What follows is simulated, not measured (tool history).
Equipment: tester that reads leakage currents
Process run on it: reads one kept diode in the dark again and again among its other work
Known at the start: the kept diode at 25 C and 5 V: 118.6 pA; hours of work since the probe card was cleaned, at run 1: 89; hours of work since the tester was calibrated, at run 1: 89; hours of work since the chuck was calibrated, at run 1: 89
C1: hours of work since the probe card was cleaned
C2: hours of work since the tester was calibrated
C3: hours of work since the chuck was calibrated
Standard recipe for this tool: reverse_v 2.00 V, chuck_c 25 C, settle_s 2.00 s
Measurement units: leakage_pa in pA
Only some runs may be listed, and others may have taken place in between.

run 1 day=0.000 | reverse_v=2.00 chuck_c=25 settle_s=2.00 | C1=89 C2=89 C3=89 | leakage_pa=72.76
run 2 day=3.604 | reverse_v=2.00 chuck_c=25 settle_s=2.00 | C1=146 C2=146 C3=146 | leakage_pa=72.64
run 3 day=7.925 | reverse_v=2.00 chuck_c=25 settle_s=2.00 | C1=215 C2=215 C3=215 | leakage_pa=72.80
run 4 day=12.188 | reverse_v=2.00 chuck_c=25 settle_s=1.45 | C1=283 C2=283 C3=283 | leakage_pa=72.89
run 5 day=16.658 | reverse_v=16.96 chuck_c=25 settle_s=1.45 | C1=355 C2=355 C3=355 | leakage_pa=229.38
run 6 day=20.154 | reverse_v=16.96 chuck_c=25 settle_s=1.45 | C1=411 C2=411 C3=411 | leakage_pa=229.96
run 7 day=26.108 | reverse_v=2.01 chuck_c=25 settle_s=1.45 | C1=506 C2=506 C3=506 | leakage_pa=72.92
run 8 day=30.017 | reverse_v=2.01 chuck_c=25 settle_s=1.45 | C1=569 C2=569 C3=569 | leakage_pa=72.81

For run 9, what comes out?
run 9 day=33.908 | reverse_v=13.51 chuck_c=48 settle_s=1.36 | C1=631 C2=631 C3=631 | leakage_pa=?

{"run 9": {"leakage_pa": 1005.72}}
The same run, on a tool lacking any hidden state, would have yielded leakage_pa 1006.70 pA.
